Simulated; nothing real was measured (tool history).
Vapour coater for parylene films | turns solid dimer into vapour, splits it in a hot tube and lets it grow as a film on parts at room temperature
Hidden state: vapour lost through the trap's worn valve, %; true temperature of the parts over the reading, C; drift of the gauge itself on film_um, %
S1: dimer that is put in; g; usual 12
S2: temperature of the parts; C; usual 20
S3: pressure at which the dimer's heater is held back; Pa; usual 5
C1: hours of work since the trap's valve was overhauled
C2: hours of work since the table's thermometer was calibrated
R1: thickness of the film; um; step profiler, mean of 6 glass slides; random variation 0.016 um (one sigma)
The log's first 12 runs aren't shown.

run	hour	S1	S2	S3	C1	C2	R1
13	142.9	12	20	5	478	435	2.15
14	157.7	12	20	5	490	448	2.15
15	166.8	12	20	9.29	498	456	1.99
16	181.8	12	22	9.29	512	469	1.81
17	189.8	12	15	5	518	476	2.68
18	197.7	12	15	5	525	483	2.69
19	215.3	16	15	5	541	499	3.57
20	228.9	21	15	5	553	510	4.72
21	238.5	21	15	5	561	519	4.69
# hour 245.2: trap's valve overhauled
22	258.6	21	15	5	12	533	4.74
23	270.3	8	31	2.68	22	543	0.93
24	281.7	8	20	3.79	32	553	1.46
25	294.7	12	19	7.39	43	564	2.13
26	311	12	26	11.89	57	578	1.46
27	325	5	25	5	69	591	0.7
28	333.6	16	19	6.56	77	598	2.9
29	342.4	6	18	5	85	606	1.18

Run 30 comes next. What will it give?
30	350.6	12	20	2.36	92	613	?

R1: 2.33 um
Without the tool's hidden state the same run would have given R1 2.33 um.
